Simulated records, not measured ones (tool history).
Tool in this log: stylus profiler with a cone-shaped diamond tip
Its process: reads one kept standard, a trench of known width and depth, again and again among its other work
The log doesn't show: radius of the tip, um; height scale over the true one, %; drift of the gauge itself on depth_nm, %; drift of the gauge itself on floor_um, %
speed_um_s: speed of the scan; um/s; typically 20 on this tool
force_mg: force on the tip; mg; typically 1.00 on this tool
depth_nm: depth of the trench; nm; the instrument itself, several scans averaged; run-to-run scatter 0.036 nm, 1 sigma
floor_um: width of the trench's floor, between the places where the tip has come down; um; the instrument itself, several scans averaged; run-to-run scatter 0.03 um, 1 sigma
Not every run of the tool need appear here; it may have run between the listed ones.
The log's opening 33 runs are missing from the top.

run   hour  speed_um_s  force_mg  scans with this tip  hours of work since the height scale was calibrated  depth_nm  floor_um
 34  546.8          34      0.63                 7668                                                  547    100.21     17.83
 35  556.9          56      2.53                 7761                                                  554    100.95     17.92
 36  573.5          16      1.55                 7914                                                  565    100.65     18.02
 37  593.6          79      1.92                 8099                                                  578    100.72     17.73
 38  608.1          73      1.08                 8233                                                  588    100.36     17.68
 39  618.1           9      2.10                 8324                                                  594    100.79     18.01
 40  628.7          46      1.00                 8422                                                  601    100.47     17.82
 41  639.2          20      1.21                 8518                                                  608    100.49     17.89
 42  650.4          20      1.21                 8621                                                  615    100.45     17.92
 43  663.0          20      1.21                 8737                                                  624    100.47     17.83
 44  683.6          20      1.21                 8927                                                  637    100.43     17.90
 45  701.7           5      0.82                 9093                                                  649    100.25     17.93
 46  713.5           7      1.29                 9202                                                  657    100.49     17.92
 47  723.1           7      1.29                 9290                                                  663    100.50     17.91

Predict each of these 3 candidate next runs independently; none follows another, all start after run 47:
  A  745.4          79      1.00                 9495                                                  678         ?         ?
  B  745.4          10      1.92                 9495                                                  678         ?         ?
  C  745.4          63      1.41                 9495                                                  678         ?         ?

run  depth_nm  floor_um
  A    100.38     17.52
  B    100.70     17.85
  C    100.50     17.65
With no hidden state in the tool, these same runs would have given:
run  depth_nm  floor_um
  A    100.70     18.35
  B    101.01     18.68
  C    100.82     18.48
